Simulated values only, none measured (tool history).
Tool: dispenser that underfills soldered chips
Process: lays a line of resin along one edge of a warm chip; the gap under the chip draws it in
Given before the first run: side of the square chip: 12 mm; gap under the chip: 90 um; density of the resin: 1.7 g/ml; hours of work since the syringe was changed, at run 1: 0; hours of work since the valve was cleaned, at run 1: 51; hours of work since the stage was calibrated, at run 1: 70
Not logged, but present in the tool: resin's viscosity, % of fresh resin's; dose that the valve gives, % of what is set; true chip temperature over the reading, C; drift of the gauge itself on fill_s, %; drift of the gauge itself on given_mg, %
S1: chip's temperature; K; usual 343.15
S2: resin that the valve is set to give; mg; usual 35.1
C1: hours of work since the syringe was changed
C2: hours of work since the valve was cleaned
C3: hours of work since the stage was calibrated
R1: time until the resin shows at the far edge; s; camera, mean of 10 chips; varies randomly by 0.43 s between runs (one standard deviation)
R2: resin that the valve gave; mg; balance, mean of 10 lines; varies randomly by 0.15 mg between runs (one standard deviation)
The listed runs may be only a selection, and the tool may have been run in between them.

run 1 hour=0 | S1=343.15 S2=35.1 | C1=0 C2=51 C3=70 | R1=31.9 R2=33.75
run 2 hour=3 | S1=343.15 S2=35.1 | C1=3 C2=54 C3=72 | R1=34.2 R2=33.58
run 3 hour=7.4 | S1=343.15 S2=35.1 | C1=6 C2=57 C3=75 | R1=39.7 R2=33.5
-- hour=10.4 new syringe of resin
run 4 hour=11.2 | S1=343.15 S2=35.1 | C1=1 C2=60 C3=78 | R1=32 R2=33
run 5 hour=14.8 | S1=343.15 S2=41.9 | C1=3 C2=62 C3=81 | R1=35.2 R2=39.46
run 6 hour=18.7 | S1=343.15 S2=41.9 | C1=6 C2=65 C3=84 | R1=39.5 R2=39.43
-- hour=21.3 new syringe of resin
run 7 hour=22.1 | S1=343.15 S2=41.9 | C1=1 C2=68 C3=86 | R1=31.4 R2=39.45
run 8 hour=25.5 | S1=343.15 S2=41.9 | C1=3 C2=70 C3=89 | R1=34.1 R2=39.39
run 9 hour=28 | S1=343.15 S2=36.8 | C1=5 C2=72 C3=91 | R1=37.5 R2=34.85
run 10 hour=31.1 | S1=343.15 S2=36.8 | C1=7 C2=74 C3=93 | R1=40.5 R2=34.67
-- hour=32 new syringe of resin
run 11 hour=34.9 | S1=343.15 S2=36.8 | C1=2 C2=77 C3=95 | R1=32.7 R2=34.45
-- hour=36.6 dispensing valve cleaned and set on the balance
run 12 hour=38.5 | S1=329.15 S2=36.8 | C1=4 C2=1 C3=97 | R1=70.9 R2=36.48
run 13 hour=41.9 | S1=329.15 S2=36.8 | C1=7 C2=4 C3=100 | R1=78.7 R2=36.46
-- hour=43.9 new syringe of resin
run 14 hour=45.7 | S1=339.15 S2=31.6 | C1=1 C2=7 C3=103 | R1=40.1 R2=31.26
run 15 hour=48.9 | S1=338.15 S2=35.5 | C1=4 C2=9 C3=105 | R1=45.3 R2=35.02
run 16 hour=52.4 | S1=338.15 S2=35.5 | C1=6 C2=12 C3=108 | R1=50.3 R2=35.05
-- hour=54.7 new syringe of resin
run 17 hour=57.3 | S1=340.15 S2=34.3 | C1=2 C2=15 C3=111 | R1=38.6 R2=33.7
run 18 hour=59.9 | S1=328.15 S2=44.4 | C1=4 C2=17 C3=113 | R1=75.6 R2=43.55
run 19 hour=62.5 | S1=328.15 S2=44.4 | C1=6 C2=19 C3=115 | R1=80 R2=43.44

Each row is a separate what-if for the run after 19, all from the same tool condition, not one after another. Results?
-- hour=65.5 new syringe of resin
run A hour=66.2 | S1=343.15 S2=41.4 | C1=1 C2=22 C3=118 | R1=? R2=?
-- hour=65.5 new syringe of resin
run B hour=66.2 | S1=334.15 S2=35.5 | C1=1 C2=22 C3=118 | R1=? R2=?
-- hour=65.5 new syringe of resin
run C hour=66.2 | S1=329.15 S2=35.1 | C1=1 C2=22 C3=118 | R1=? R2=?
-- hour=65.5 new syringe of resin
run D hour=66.2 | S1=336.15 S2=30 | C1=1 C2=22 C3=118 | R1=? R2=?
-- hour=65.5 new syringe of resin
run E hour=66.2 | S1=355.15 S2=39.7 | C1=1 C2=22 C3=118 | R1=? R2=?

run=A R1=31.4 R2=40.34
run=B R1=49.3 R2=34.83
run=C R1=62.6 R2=34.06
run=D R1=45.6 R2=29.35
run=E R1=18.3 R2=38.72
Stripped of hidden state, with their random variation kept, the same runs would have yielded:
run=A R1=31.1 R2=41.26
run=B R1=48.7 R2=35.62
run=C R1=61.8 R2=34.84
run=D R1=44.9 R2=30.02
run=E R1=18 R2=39.6
